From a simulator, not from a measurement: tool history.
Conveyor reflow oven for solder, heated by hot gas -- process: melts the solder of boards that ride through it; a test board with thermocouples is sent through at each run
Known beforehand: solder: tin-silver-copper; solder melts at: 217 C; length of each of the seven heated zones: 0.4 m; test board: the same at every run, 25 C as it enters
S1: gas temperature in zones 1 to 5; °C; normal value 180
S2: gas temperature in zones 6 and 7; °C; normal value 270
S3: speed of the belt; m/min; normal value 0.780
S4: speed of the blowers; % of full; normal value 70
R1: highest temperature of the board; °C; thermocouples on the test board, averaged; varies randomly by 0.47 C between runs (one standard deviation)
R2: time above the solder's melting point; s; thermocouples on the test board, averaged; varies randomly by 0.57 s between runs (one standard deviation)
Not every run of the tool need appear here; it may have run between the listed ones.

run,hour,S1,S2,S3,S4,R1,R2
1,0.0,180,270,0.780,70,248.0,43.5
2,99.3,180,270,0.780,70,246.5,42.6
3,149.6,180,270,0.780,70,244.8,42.6
4,242.2,169,270,0.780,70,243.7,36.5
# hour 267.9: thermocouples of zones 6 and 7 changed
# hour 299.0: flux residue cleaned out of gas plates and filters
5,346.7,169,270,0.780,70,250.3,43.3
6,412.9,180,270,0.780,75,253.3,48.4
# hour 427.9: belt drive overhauled, speed set with a stopwatch
7,502.3,180,270,0.780,75,250.7,45.8
8,583.0,180,270,0.780,75,251.9,46.0
9,677.8,180,270,0.780,74,250.8,46.4
10,740.0,180,270,0.780,74,248.3,45.1
11,840.3,180,270,0.780,74,248.1,44.5
# hour 887.2: flux residue cleaned out of gas plates and filters
12,904.0,180,270,0.780,70,251.2,46.0
13,1003.5,180,270,0.780,70,249.7,45.5
14,1047.0,180,270,0.780,70,249.3,45.9
15,1098.6,170,270,0.780,70,247.6,41.0
16,1158.8,170,269,0.780,70,245.9,40.2
17,1245.6,180,275,0.694,70,255.9,56.6
18,1300.0,180,275,0.694,70,256.5,56.3
19,1372.2,180,279,0.694,64,256.9,56.7
# hour 1473.3: flux residue cleaned out of gas plates and filters
20,1473.3,180,279,0.694,64,260.6,59.8
21,1543.3,180,270,0.813,70,248.7,43.9
# hour 1579.6: belt drive overhauled, speed set with a stopwatch
22,1609.8,180,263,0.704,57,242.8,45.3
23,1691.1,180,263,0.704,57,242.9,45.1
24,1735.4,180,263,0.704,57,242.9,44.6
25,1817.2,192,270,0.780,53,245.5,43.9
26,1875.9,185,277,0.761,60,253.3,49.0
27,1930.4,188,266,0.666,72,249.5,59.4
28,2016.1,188,266,0.742,72,246.7,50.1
# hour 2063.7: flux residue cleaned out of gas plates and filters
29,2112.5,192,266,0.742,62,247.5,51.5

Run by run, hidden condition taken away, random variation retained:
Hidden conditions of the tool in this case: heat that the gas passes to the board, % of a clean oven's; belt's true speed, % of the reading; true gas temperature in zones 6 and 7 over the reading, C; drift of the gauge itself on peak_c, C; drift of the gauge itself on liquid_s, %.
run,R1,R2
1,252.9,46.4
2,252.3,46.3
3,251.1,46.8
4,251.2,42.3
5,250.0,42.2
6,253.6,47.6
7,252.6,47.3
8,254.5,47.9
9,254.2,49.0
10,252.2,48.1
11,253.1,48.3
12,252.3,46.5
13,251.7,46.6
14,251.7,47.2
15,250.6,42.9
16,249.4,42.6
17,259.9,58.5
18,260.9,58.5
19,261.9,59.2
20,262.0,59.6
21,250.6,44.4
22,245.6,47.8
23,246.2,48.2
24,246.5,48.0
25,249.7,47.3
26,258.5,52.3
27,254.5,62.8
28,252.7,54.5
29,250.3,52.8

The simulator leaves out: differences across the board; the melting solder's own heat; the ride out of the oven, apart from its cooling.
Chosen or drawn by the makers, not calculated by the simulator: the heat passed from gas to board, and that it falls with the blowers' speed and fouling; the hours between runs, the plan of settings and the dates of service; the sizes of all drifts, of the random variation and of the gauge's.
